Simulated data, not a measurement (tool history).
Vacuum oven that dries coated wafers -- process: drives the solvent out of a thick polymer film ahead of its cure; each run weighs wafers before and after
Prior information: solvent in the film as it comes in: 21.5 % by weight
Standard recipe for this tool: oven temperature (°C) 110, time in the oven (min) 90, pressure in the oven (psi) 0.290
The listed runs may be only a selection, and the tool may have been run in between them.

Run 1, hour 0.0: usual settings. Result: solvent left in the film (%) 1.98.
Run 2, hour 51.1: usual settings but pressure in the oven (psi) 0.167. Result: solvent left in the film (%) 1.40.
Run 3, hour 80.6: usual settings but pressure in the oven (psi) 0.167. Result: solvent left in the film (%) 1.47.
Run 4, hour 107.4: usual settings but pressure in the oven (psi) 0.323. Result: solvent left in the film (%) 2.11.
Run 5, hour 145.4: usual settings but pressure in the oven (psi) 0.323. Result: solvent left in the film (%) 2.12.
Run 6, hour 175.9: usual settings but pressure in the oven (psi) 0.323. Result: solvent left in the film (%) 2.14.
At hour 181.5: oven's thermocouples calibrated.
Run 7, hour 225.9: usual settings but pressure in the oven (psi) 0.323. Result: solvent left in the film (%) 2.11.
Run 8, hour 270.5: usual settings. Result: solvent left in the film (%) 1.93.
At hour 295.9: oven's thermocouples calibrated, once more.
Run 9, hour 296.2: usual settings. Result: solvent left in the film (%) 1.94.
Run 10, hour 348.2: usual settings but oven temperature (°C) 96. Result: solvent left in the film (%) 4.41.
Run 11, hour 370.4: usual settings but oven temperature (°C) 119, pressure in the oven (psi) 0.268. Result: solvent left in the film (%) 1.12.

Run 12 comes next. What will it give?
Run 12, hour 424.0: usual settings but oven temperature (°C) 119, pressure in the oven (psi) 0.268. Result: solvent left in the film (%) ?.

For run 12 the tool returned solvent left in the film (%) 1.10.
Take away the tool's hidden state, keep the run-to-run variation as it was, and the same run would have given solvent left in the film (%) 1.09.
